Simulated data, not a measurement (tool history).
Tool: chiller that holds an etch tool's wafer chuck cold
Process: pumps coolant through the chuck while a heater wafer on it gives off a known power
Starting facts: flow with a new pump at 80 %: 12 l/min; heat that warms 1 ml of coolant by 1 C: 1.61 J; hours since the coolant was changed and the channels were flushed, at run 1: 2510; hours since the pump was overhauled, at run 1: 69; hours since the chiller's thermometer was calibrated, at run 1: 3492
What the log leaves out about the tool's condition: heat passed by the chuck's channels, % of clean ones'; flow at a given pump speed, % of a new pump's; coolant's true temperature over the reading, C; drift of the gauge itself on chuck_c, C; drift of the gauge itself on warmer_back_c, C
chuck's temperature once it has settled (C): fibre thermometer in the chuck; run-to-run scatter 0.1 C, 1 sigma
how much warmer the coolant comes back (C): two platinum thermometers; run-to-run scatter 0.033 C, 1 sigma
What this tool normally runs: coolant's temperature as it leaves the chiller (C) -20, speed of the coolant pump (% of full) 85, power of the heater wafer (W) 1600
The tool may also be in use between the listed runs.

run    hour  coolant's temperature as it leaves the chiller (C)  speed of the coolant pump (% of full)  power of the heater wafer (W)  hours since the coolant was changed and the channels were flushed  hours since the pump was overhauled  hours since the chiller's thermometer was calibrated  chuck's temperature once it has settled (C)  how much warmer the coolant comes back (C)
  1     0.0                                                 -20                                     85                           1600                                                               2510                                   69                                                  3492                                         -9.7                                        4.66
  2   165.3                                                 -20                                     85                           1634                                                               2675                                  234                                                  3657                                         -9.6                                        4.73
  3   393.0                                                 -20                                     85                           1634                                                               2903                                  462                                                  3885                                         -9.5                                        4.79
      481.4  -- coolant changed, channels flushed
  4   536.4                                                 -20                                     85                           1634                                                                 55                                  600                                                  4022                                         -9.5                                        4.78
  5   661.6                                                 -20                                     85                           1634                                                                180                                  725                                                  4147                                         -9.6                                        4.70
  6   826.7                                                 -20                                     85                           1634                                                                345                                  890                                                  4312                                         -9.5                                        4.76
  7  1032.5                                                 -20                                     85                           1634                                                                551                                 1096                                                  4518                                         -9.5                                        4.74
  8  1234.8                                                 -20                                     85                           1600                                                                753                                 1298                                                  4720                                        -10.0                                        4.67
  9  1432.1                                                 -20                                     85                           1600                                                                951                                 1495                                                  4918                                         -9.9                                        4.60
     1501.1  -- chiller's thermometer calibrated
 10  1660.1                                                 -20                                     85                           1600                                                               1178                                 1722                                                   159                                         -9.7                                        4.62
 11  1869.2                                                 -20                                     85                           1600                                                               1387                                 1931                                                   368                                         -9.8                                        4.63
 12  1963.7                                                 -20                                     85                           1600                                                               1481                                 2026                                                   463                                         -9.7                                        4.61
 13  2100.9                                                 -20                                     96                           1600                                                               1619                                 2163                                                   600                                        -10.7                                        4.04
 14  2196.1                                                 -20                                     96                           1600                                                               1714                                 2258                                                   695                                        -10.7                                        3.96
 15  2394.3                                                 -26                                     92                           1856                                                               1912                                 2456                                                   893                                        -14.9                                        4.92
 16  2503.2                                                 -26                                     92                           1856                                                               2021                                 2565                                                  1002                                        -14.9                                        4.86
 17  2720.6                                                 -12                                     93                           1245                                                               2238                                 2783                                                  1219                                         -4.6                                        3.24
 18  2941.5                                                 -20                                     71                           1600                                                               2459                                 3004                                                  1440                                         -8.2                                        5.49
 19  3049.4                                                 -20                                     71                           1600                                                               2567                                 3112                                                  1548                                         -8.3                                        5.51
 20  3174.2                                                 -20                                     71                           1600                                                               2692                                 3236                                                  1673                                         -8.4                                        5.54
 21  3378.2                                                 -20                                     71                           1600                                                               2896                                 3440                                                  1877                                         -8.3                                        5.48
     3475.5  -- coolant changed, channels flushed
 22  3525.5                                                 -20                                     71                           1600                                                                 50                                 3582                                                  2018                                         -8.4                                        5.48
 23  3736.2                                                 -19                                     71                           1818                                                                261                                 3792                                                  2229                                         -5.6                                        6.27
 24  3867.0                                                 -27                                     78                           1664                                                                392                                 3923                                                  2360                                        -15.7                                        5.13
 25  4013.5                                                 -18                                     88                           1664                                                                538                                 4070                                                  2506                                         -7.7                                        4.56
 26  4126.1                                                 -29                                     67                            852                                                                651                                 4182                                                  2619                                        -22.5                                        2.99

Predict each of these 3 candidate next runs independently; none follows another, all start after run 26:
     4179.0  -- coolant pump overhauled
  A  4331.7                                                 -17                                     85                           1600                                                                851                                  153                                                  2820                                            ?                                           ?
     4179.0  -- coolant pump overhauled
  B  4331.7                                                 -19                                     63                           1579                                                                851                                  153                                                  2820                                            ?                                           ?
     4179.0  -- coolant pump overhauled
  C  4331.7                                                 -20                                     80                           1992                                                                851                                  153                                                  2820                                            ?                                           ?

run  chuck's temperature once it has settled (C)  how much warmer the coolant comes back (C)
  A                                         -6.9                                        4.48
  B                                         -6.4                                        6.03
  C                                         -6.7                                        6.00
Stripped of hidden state, with their random variation kept, the same runs would have yielded:
run  chuck's temperature once it has settled (C)  how much warmer the coolant comes back (C)
  A                                         -6.9                                        4.67
  B                                         -6.4                                        6.21
  C                                         -6.7                                        6.19
